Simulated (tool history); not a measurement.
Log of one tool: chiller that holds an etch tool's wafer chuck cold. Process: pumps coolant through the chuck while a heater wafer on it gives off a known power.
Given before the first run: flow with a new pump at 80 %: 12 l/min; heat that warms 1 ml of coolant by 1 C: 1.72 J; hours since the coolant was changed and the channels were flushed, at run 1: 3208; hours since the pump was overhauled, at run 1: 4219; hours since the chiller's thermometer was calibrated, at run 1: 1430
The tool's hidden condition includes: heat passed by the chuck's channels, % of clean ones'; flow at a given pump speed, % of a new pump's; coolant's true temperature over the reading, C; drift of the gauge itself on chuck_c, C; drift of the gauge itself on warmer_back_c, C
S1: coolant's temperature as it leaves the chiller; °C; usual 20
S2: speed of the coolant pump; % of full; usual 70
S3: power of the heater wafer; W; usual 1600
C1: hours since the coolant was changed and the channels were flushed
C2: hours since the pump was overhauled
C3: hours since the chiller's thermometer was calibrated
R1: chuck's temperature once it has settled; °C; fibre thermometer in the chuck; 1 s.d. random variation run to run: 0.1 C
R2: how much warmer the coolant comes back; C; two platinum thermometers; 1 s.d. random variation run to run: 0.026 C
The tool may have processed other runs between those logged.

{"run": 1, "hour": 0.0, "S1": 20, "S2": 70, "S3": 1600, "C1": 3208, "C2": 4219, "C3": 1430, "R1": 41.6, "R2": 5.32}
{"run": 2, "hour": 155.2, "S1": 20, "S2": 70, "S3": 1600, "C1": 3363, "C2": 4374, "C3": 1585, "R1": 41.5, "R2": 5.33}
{"run": 3, "hour": 358.3, "S1": 20, "S2": 70, "S3": 1600, "C1": 3566, "C2": 4577, "C3": 1789, "R1": 41.5, "R2": 5.38}
{"run": 4, "hour": 452.9, "S1": 20, "S2": 70, "S3": 1600, "C1": 3661, "C2": 4671, "C3": 1883, "R1": 41.6, "R2": 5.32}
{"run": 5, "hour": 557.5, "S1": 20, "S2": 70, "S3": 1600, "C1": 3765, "C2": 4776, "C3": 1988, "R1": 41.6, "R2": 5.31}
{"run": 6, "hour": 756.9, "S1": 20, "S2": 70, "S3": 1600, "C1": 3965, "C2": 4975, "C3": 2187, "R1": 41.4, "R2": 5.32}
{"run": 7, "hour": 929.6, "S1": 20, "S2": 70, "S3": 1600, "C1": 4137, "C2": 5148, "C3": 2360, "R1": 41.6, "R2": 5.27}
{"run": 8, "hour": 1153.0, "S1": 20, "S2": 70, "S3": 1600, "C1": 4361, "C2": 5371, "C3": 2583, "R1": 41.5, "R2": 5.37}
{"run": 9, "hour": 1369.0, "S1": 20, "S2": 70, "S3": 1600, "C1": 4577, "C2": 5587, "C3": 2799, "R1": 41.5, "R2": 5.31}
{"run": 10, "hour": 1539.5, "S1": 20, "S2": 70, "S3": 1600, "C1": 4747, "C2": 5758, "C3": 2970, "R1": 41.6, "R2": 5.31}
{"run": 11, "hour": 1666.6, "S1": 20, "S2": 79, "S3": 1600, "C1": 4874, "C2": 5885, "C3": 3097, "R1": 39.8, "R2": 4.71}
{"run": 12, "hour": 1898.1, "S1": 13, "S2": 80, "S3": 1664, "C1": 5106, "C2": 6117, "C3": 3328, "R1": 33.6, "R2": 4.82}
{"run": 13, "hour": 2056.6, "S1": 13, "S2": 80, "S3": 1664, "C1": 5264, "C2": 6275, "C3": 3487, "R1": 33.6, "R2": 4.84}
{"hour": 2127.7, "done": "chiller's thermometer calibrated"}
{"run": 14, "hour": 2159.2, "S1": 13, "S2": 89, "S3": 1795, "C1": 5366, "C2": 6377, "C3": 31, "R1": 33.7, "R2": 4.68}
{"run": 15, "hour": 2322.3, "S1": 22, "S2": 95, "S3": 1220, "C1": 5529, "C2": 6540, "C3": 195, "R1": 35.7, "R2": 2.94}
{"run": 16, "hour": 2507.2, "S1": 17, "S2": 95, "S3": 1065, "C1": 5714, "C2": 6725, "C3": 379, "R1": 28.9, "R2": 2.56}
{"run": 17, "hour": 2611.4, "S1": 12, "S2": 63, "S3": 1343, "C1": 5818, "C2": 6829, "C3": 484, "R1": 31.3, "R2": 4.97}
{"run": 18, "hour": 2748.7, "S1": 12, "S2": 93, "S3": 1343, "C1": 5955, "C2": 6966, "C3": 621, "R1": 27.1, "R2": 3.37}
{"run": 19, "hour": 2966.6, "S1": 14, "S2": 93, "S3": 1722, "C1": 6173, "C2": 7184, "C3": 839, "R1": 33.4, "R2": 4.29}
{"run": 20, "hour": 3079.8, "S1": 14, "S2": 66, "S3": 1405, "C1": 6286, "C2": 7297, "C3": 952, "R1": 33.7, "R2": 4.98}
{"run": 21, "hour": 3281.0, "S1": 20, "S2": 66, "S3": 1013, "C1": 6488, "C2": 7499, "C3": 1153, "R1": 34.3, "R2": 3.6}

Here are 3 independent what-if runs from the current tool condition. What would each one return?
{"run": "A", "hour": 3500.7, "S1": 20, "S2": 70, "S3": 1621, "C1": 6707, "C2": 7718, "C3": 1373, "R1": "?", "R2": "?"}
{"run": "B", "hour": 3500.7, "S1": 20, "S2": 66, "S3": 1315, "C1": 6707, "C2": 7718, "C3": 1373, "R1": "?", "R2": "?"}
{"run": "C", "hour": 3500.7, "S1": 23, "S2": 70, "S3": 1600, "C1": 6707, "C2": 7718, "C3": 1373, "R1": "?", "R2": "?"}

run=A R1=41.8 R2=5.37
run=B R1=38.2 R2=4.64
run=C R1=44.4 R2=5.37
Take away the tool's hidden state, keep each run's random variation, and the runs would have read:
run=A R1=41.8 R2=5.37
run=B R1=38.2 R2=4.64
run=C R1=44.4 R2=5.37
